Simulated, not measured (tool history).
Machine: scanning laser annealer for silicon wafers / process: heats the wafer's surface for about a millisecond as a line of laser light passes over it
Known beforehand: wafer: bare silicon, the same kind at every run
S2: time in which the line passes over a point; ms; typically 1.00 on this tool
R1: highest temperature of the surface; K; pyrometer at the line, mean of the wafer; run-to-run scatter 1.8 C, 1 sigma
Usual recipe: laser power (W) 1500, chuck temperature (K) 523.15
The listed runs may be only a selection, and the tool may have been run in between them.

{"run": 1, "day": 0.0, "laser power (W)": 1500, "S2": 1.0, "chuck temperature (K)": 523.15, "R1": 1292.15}
{"run": 2, "day": 0.6, "laser power (W)": 1538, "S2": 1.0, "chuck temperature (K)": 523.15, "R1": 1315.15}
{"run": 3, "day": 1.179, "laser power (W)": 1538, "S2": 0.74, "chuck temperature (K)": 523.15, "R1": 1186.15}
{"run": 4, "day": 1.838, "laser power (W)": 1538, "S2": 0.74, "chuck temperature (K)": 523.15, "R1": 1182.15}
{"run": 5, "day": 2.271, "laser power (W)": 1500, "S2": 1.0, "chuck temperature (K)": 523.15, "R1": 1288.15}
{"run": 6, "day": 2.625, "laser power (W)": 1500, "S2": 0.73, "chuck temperature (K)": 523.15, "R1": 1157.15}
{"run": 7, "day": 3.217, "laser power (W)": 1500, "S2": 0.73, "chuck temperature (K)": 523.15, "R1": 1158.15}
{"run": 8, "day": 3.525, "laser power (W)": 1500, "S2": 0.73, "chuck temperature (K)": 523.15, "R1": 1159.15}

What will run 9 give?
{"run": 9, "day": 3.908, "laser power (W)": 1500, "S2": 0.73, "chuck temperature (K)": 523.15, "R1": "?"}

Run 9 gave R1 1157.15 K.
Were there no unlogged condition in the tool, this run, its random variation unchanged, would have produced R1 1180.15 K.

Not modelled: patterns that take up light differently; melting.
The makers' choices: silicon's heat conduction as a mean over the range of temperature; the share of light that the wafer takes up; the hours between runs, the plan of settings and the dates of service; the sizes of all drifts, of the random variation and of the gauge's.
